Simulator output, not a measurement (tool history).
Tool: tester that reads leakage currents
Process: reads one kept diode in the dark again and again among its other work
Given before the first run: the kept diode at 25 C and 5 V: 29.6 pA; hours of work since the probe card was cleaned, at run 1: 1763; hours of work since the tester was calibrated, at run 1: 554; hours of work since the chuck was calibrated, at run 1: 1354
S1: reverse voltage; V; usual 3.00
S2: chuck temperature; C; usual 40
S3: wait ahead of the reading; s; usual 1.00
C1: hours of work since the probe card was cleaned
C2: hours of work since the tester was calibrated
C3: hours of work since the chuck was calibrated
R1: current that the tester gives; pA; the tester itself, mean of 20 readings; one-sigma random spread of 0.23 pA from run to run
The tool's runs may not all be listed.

Run 1, hour 0.0: usual settings; C1 1763; C2 554; C3 1354. Result: R1 70.00 pA.
Run 2, hour 37.5: usual settings; C1 1789; C2 581; C3 1381. Result: R1 69.38 pA.
Run 3, hour 62.7: usual settings but S2 36 C; C1 1807; C2 598; C3 1398. Result: R1 53.20 pA.
Run 4, hour 98.7: usual settings; C1 1832; C2 624; C3 1424. Result: R1 69.74 pA.
Run 5, hour 132.0: usual settings; C1 1856; C2 647; C3 1447. Result: R1 69.21 pA.
Run 6, hour 148.2: usual settings; C1 1867; C2 659; C3 1459. Result: R1 69.09 pA.
Run 7, hour 182.3: usual settings; C1 1891; C2 683; C3 1483. Result: R1 69.13 pA.
Run 8, hour 220.7: usual settings; C1 1918; C2 710; C3 1510. Result: R1 69.21 pA.
Run 9, hour 256.9: usual settings; C1 1944; C2 735; C3 1535. Result: R1 68.68 pA.
Run 10, hour 282.9: usual settings but S1 2.84 V; C1 1962; C2 754; C3 1554. Result: R1 67.68 pA.
Run 11, hour 321.1: usual settings but S1 2.84 V; C1 1989; C2 781; C3 1581. Result: R1 67.59 pA.
Run 12, hour 353.5: usual settings but S1 8.79 V, S2 41 C, S3 0.71 s; C1 2012; C2 804; C3 1603. Result: R1 106.55 pA.
Run 13, hour 389.2: usual settings but S1 8.79 V, S2 41 C, S3 0.71 s; C1 2037; C2 829; C3 1629. Result: R1 106.67 pA.
Run 14, hour 421.1: usual settings but S1 8.79 V, S2 41 C, S3 0.71 s; C1 2060; C2 851; C3 1651. Result: R1 106.49 pA.
Run 15, hour 437.5: usual settings but S3 0.37 s; C1 2071; C2 863; C3 1663. Result: R1 70.10 pA.
Run 16, hour 464.6: usual settings but S1 3.24 V, S2 30 C, S3 8.06 s; C1 2090; C2 882; C3 1682. Result: R1 34.09 pA.
Run 17, hour 494.6: usual settings but S1 3.75 V, S2 44 C, S3 6.94 s; C1 2112; C2 903; C3 1703. Result: R1 94.74 pA.

How would selected steps in R1 from run to run divide? Give the signed amount a tool lacking its hidden state would still show from settings, what came in and random variation, and the signed amount left for the hidden state, including any gauge scatter that is not in both of the compared results.
Hidden conditions of the tool in this case: stray current of the dirty probe card, pA a volt; current scale over the true one, %; true chuck temperature over the reading, C; drift of the gauge itself on leakage_pa, %.
Run 16 -> 17: S1 3.24 -> 3.75, S2 30 -> 44, S3 8.06 -> 6.94. R1 +60.65 pA: hidden state -7.60, all else +68.25.
